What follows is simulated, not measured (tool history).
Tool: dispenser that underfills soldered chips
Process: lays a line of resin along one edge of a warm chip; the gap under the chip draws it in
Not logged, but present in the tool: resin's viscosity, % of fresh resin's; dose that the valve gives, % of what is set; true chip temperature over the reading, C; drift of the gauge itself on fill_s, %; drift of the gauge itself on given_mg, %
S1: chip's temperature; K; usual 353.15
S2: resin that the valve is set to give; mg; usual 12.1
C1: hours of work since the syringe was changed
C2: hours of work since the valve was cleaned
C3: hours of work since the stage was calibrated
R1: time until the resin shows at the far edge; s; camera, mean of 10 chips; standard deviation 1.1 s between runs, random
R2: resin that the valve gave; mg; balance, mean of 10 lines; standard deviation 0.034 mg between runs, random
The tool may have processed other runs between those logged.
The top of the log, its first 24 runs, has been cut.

| run | day | S1 | S2 | C1 | C2 | C3 | R1 | R2 |
|---|---|---|---|---|---|---|---|---|
|  | 5.933 | new syringe of resin |
| 25 | 6.167 | 368.15 | 14.2 | 4 | 73 | 251 | 79.7 | 13.41 |
|  | 6.267 | new syringe of resin |
| 26 | 6.45 | 342.15 | 14.2 | 3 | 78 | 256 | 244.8 | 13.44 |
|  | 6.6 | new syringe of resin |
| 27 | 6.625 | 347.15 | 12.7 | 0 | 82 | 259 | 149.2 | 11.97 |
| 28 | 6.85 | 347.15 | 12.7 | 5 | 86 | 263 | 209.1 | 11.92 |
|  | 6.942 | new syringe of resin |
|  | 7.112 | dispensing valve cleaned and set on the balance |
| 29 | 7.208 | 347.15 | 12.7 | 4 | 2 | 269 | 200.1 | 12.69 |
|  | 7.308 | new syringe of resin |
| 30 | 7.546 | 347.15 | 12.7 | 4 | 8 | 275 | 206.2 | 12.57 |
|  | 7.658 | new syringe of resin |
| 31 | 7.821 | 347.15 | 12.7 | 3 | 13 | 280 | 185.3 | 12.5 |
|  | 7.988 | new syringe of resin |
| 32 | 8.067 | 341.15 | 12.7 | 1 | 17 | 284 | 208.6 | 12.53 |
|  | 8.329 | new syringe of resin |
| 33 | 8.412 | 347.15 | 12.8 | 2 | 23 | 290 | 162.9 | 12.54 |
| 34 | 8.575 | 340.15 | 11.7 | 5 | 26 | 293 | 297.7 | 11.45 |
|  | 8.667 | new syringe of resin |
| 35 | 8.754 | 351.15 | 12.1 | 2 | 29 | 297 | 139 | 11.79 |

4 options for the next run, each taken on its own from the tool as it stands now. Forecast them:
|  | 9 | new syringe of resin |
| A | 9.083 | 349.15 | 12.1 | 2 | 35 | 303 | ? | ? |
|  | 9 | new syringe of resin |
| B | 9.083 | 349.15 | 12.1 | 2 | 35 | 303 | ? | ? |
|  | 9 | new syringe of resin |
| C | 9.083 | 351.15 | 10.9 | 2 | 35 | 303 | ? | ? |
|  | 9 | new syringe of resin |
| D | 9.083 | 350.15 | 14.8 | 2 | 35 | 303 | ? | ? |

| run | R1 | R2 |
|---|---|---|
| A | 155.2 | 11.68 |
| B | 150.4 | 11.66 |
| C | 144 | 10.62 |
| D | 141.2 | 14.37 |
With the hidden condition removed and each run's random variation left untouched, the same runs would have given:
| run | R1 | R2 |
|---|---|---|
| A | 123.7 | 12.03 |
| B | 119.9 | 12.01 |
| C | 114.4 | 10.94 |
| D | 113 | 14.8 |
